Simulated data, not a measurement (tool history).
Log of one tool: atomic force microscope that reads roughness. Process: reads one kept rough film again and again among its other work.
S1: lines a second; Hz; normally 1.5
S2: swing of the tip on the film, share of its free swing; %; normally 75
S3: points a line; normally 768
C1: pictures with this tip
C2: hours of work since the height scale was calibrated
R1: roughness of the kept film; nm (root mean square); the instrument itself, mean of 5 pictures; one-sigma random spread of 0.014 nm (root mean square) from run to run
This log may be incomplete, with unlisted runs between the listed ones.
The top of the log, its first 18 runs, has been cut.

run 19 hour=287.9 | S1=0.92 S2=75 S3=768 | C1=216 C2=27 | R1=3.203
run 20 hour=307.4 | S1=0.92 S2=75 S3=768 | C1=253 C2=39 | R1=3.154
run 21 hour=328 | S1=3.54 S2=85 S3=368 | C1=291 C2=51 | R1=2.636
run 22 hour=342.7 | S1=3.43 S2=79 S3=469 | C1=319 C2=60 | R1=2.749
-- hour=351 new tip fitted
-- hour=356.4 height scale calibrated on a step standard, once more
run 23 hour=356.4 | S1=1.5 S2=62 S3=951 | C1=8 C2=0 | R1=3.535
run 24 hour=372.4 | S1=1.5 S2=62 S3=951 | C1=38 C2=10 | R1=3.483
run 25 hour=387.7 | S1=1.5 S2=62 S3=951 | C1=67 C2=19 | R1=3.442
run 26 hour=401.1 | S1=2.02 S2=76 S3=268 | C1=92 C2=27 | R1=3.204
run 27 hour=414.7 | S1=2.02 S2=76 S3=268 | C1=117 C2=35 | R1=3.173
run 28 hour=436 | S1=2.02 S2=76 S3=268 | C1=157 C2=48 | R1=3.126
run 29 hour=451.2 | S1=2.02 S2=76 S3=268 | C1=186 C2=58 | R1=3.073
run 30 hour=463.6 | S1=2.02 S2=76 S3=268 | C1=209 C2=65 | R1=3.056
run 31 hour=484 | S1=2.02 S2=76 S3=268 | C1=248 C2=77 | R1=3.008

Branching from run 31: 4 alternative next runs. What would each branch give?
run A hour=498.8 | S1=1.5 S2=57 S3=768 | C1=275 C2=86 | R1=?
run B hour=498.8 | S1=1.65 S2=71 S3=258 | C1=275 C2=86 | R1=?
run C hour=498.8 | S1=2.02 S2=76 S3=294 | C1=275 C2=86 | R1=?
run D hour=498.8 | S1=0.7 S2=73 S3=268 | C1=275 C2=86 | R1=?

run=A R1=3.203
run=B R1=3.05
run=C R1=2.974
run=D R1=3.142
Without the tool's unlogged condition, the same runs would have read:
run=A R1=3.595
run=B R1=3.424
run=C R1=3.338
run=D R1=3.528
